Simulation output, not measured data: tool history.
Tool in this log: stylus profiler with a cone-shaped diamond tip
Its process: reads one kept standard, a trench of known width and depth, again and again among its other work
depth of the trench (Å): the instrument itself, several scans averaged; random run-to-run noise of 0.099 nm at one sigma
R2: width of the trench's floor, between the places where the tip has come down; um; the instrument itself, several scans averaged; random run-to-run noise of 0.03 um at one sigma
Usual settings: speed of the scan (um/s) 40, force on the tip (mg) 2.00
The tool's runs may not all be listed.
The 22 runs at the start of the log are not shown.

{"run": 23, "day": 66.133, "speed of the scan (um/s)": 80, "force on the tip (mg)": 3.36, "depth of the trench (Å)": 2024.3, "R2": 47.93}
{"run": 24, "day": 69.792, "speed of the scan (um/s)": 80, "force on the tip (mg)": 3.36, "depth of the trench (Å)": 2023.4, "R2": 47.92}
{"run": 25, "day": 73.783, "speed of the scan (um/s)": 15, "force on the tip (mg)": 3.7, "depth of the trench (Å)": 2025.3, "R2": 48.24}
{"run": 26, "day": 77.638, "speed of the scan (um/s)": 32, "force on the tip (mg)": 3.86, "depth of the trench (Å)": 2025.7, "R2": 48.08}
{"run": 27, "day": 81.379, "speed of the scan (um/s)": 32, "force on the tip (mg)": 3.86, "depth of the trench (Å)": 2027.3, "R2": 48.17}
{"run": 28, "day": 84.15, "speed of the scan (um/s)": 22, "force on the tip (mg)": 0.92, "depth of the trench (Å)": 2010.1, "R2": 48.06}
{"run": 29, "day": 85.908, "speed of the scan (um/s)": 129, "force on the tip (mg)": 2.45, "depth of the trench (Å)": 2019.1, "R2": 47.64}
{"run": 30, "day": 89.704, "speed of the scan (um/s)": 141, "force on the tip (mg)": 2.45, "depth of the trench (Å)": 2019.0, "R2": 47.63}

Alternative continuations, all from the tool just after run 30; predict every row:
{"run": "A", "day": 92.979, "speed of the scan (um/s)": 44, "force on the tip (mg)": 1.49, "depth of the trench (Å)": "?", "R2": "?"}
{"run": "B", "day": 92.979, "speed of the scan (um/s)": 40, "force on the tip (mg)": 4.89, "depth of the trench (Å)": "?", "R2": "?"}
{"run": "C", "day": 92.979, "speed of the scan (um/s)": 41, "force on the tip (mg)": 1.13, "depth of the trench (Å)": "?", "R2": "?"}
{"run": "D", "day": 92.979, "speed of the scan (um/s)": 83, "force on the tip (mg)": 2.0, "depth of the trench (Å)": "?", "R2": "?"}

run=A depth_of_the_trench_(Å)=2014.0 R2=47.95
run=B depth_of_the_trench_(Å)=2030.9 R2=48.11
run=C depth_of_the_trench_(Å)=2011.3 R2=47.97
run=D depth_of_the_trench_(Å)=2018.1 R2=47.77
The same runs, with their run-to-run variation unchanged, on a tool lacking any hidden condition would have given:
run=A depth_of_the_trench_(Å)=2013.9 R2=47.96
run=B depth_of_the_trench_(Å)=2030.8 R2=48.12
run=C depth_of_the_trench_(Å)=2011.1 R2=47.98
run=D depth_of_the_trench_(Å)=2018.0 R2=47.77
